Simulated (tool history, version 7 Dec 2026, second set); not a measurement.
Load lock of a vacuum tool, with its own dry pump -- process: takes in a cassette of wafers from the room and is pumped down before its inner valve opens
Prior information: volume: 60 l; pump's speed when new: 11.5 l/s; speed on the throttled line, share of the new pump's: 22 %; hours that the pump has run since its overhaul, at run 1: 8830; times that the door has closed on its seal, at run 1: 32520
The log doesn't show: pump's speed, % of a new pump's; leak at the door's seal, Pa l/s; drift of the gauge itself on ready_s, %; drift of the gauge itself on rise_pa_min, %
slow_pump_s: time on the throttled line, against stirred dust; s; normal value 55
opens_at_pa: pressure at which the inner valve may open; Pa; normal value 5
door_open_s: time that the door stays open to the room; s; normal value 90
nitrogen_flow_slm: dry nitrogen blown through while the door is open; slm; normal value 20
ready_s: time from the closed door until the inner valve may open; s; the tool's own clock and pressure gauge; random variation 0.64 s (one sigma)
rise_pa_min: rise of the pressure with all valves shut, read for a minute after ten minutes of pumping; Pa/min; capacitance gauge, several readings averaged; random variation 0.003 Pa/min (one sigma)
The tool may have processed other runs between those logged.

run	hour	slow_pump_s	opens_at_pa	door_open_s	nitrogen_flow_slm	hours that the pump has run since its overhaul	times that the door has closed on its seal	incoming humidity of the room's air, %	ready_s	rise_pa_min
1	0	55	5	90	20	8830	32520	46.7	99.3	0.139
2	239.6	48	5	90	20	9070	33011	46.1	92.7	0.137
3	376.8	48	5	90	20	9207	33293	41.7	95	0.14
4	685	48	5	90	20	9515	33924	41.5	94.5	0.142
5	956.8	48	5	90	20	9787	34482	45.2	94.9	0.153
6	1242.5	55	6	83	20	10073	35067	44.3	99.7	0.148
7	1387.7	55	8	133	5	10218	35365	45.4	97.7	0.17
8	1698.4	55	8	133	5	10529	36002	45.3	98.2	0.17
9	1997.2	55	5	28	6	10828	36615	42.9	100.1	0.159

For run 10, what comes out?
10	2186.8	45	9	150	5	11017	37003	46	?	?

ready_s: 91 s
rise_pa_min: 0.189 Pa/min
On a tool with no hidden condition, and with the same random variation, this run would have come out at ready_s 85.2 s, rise_pa_min 0.042 Pa/min.

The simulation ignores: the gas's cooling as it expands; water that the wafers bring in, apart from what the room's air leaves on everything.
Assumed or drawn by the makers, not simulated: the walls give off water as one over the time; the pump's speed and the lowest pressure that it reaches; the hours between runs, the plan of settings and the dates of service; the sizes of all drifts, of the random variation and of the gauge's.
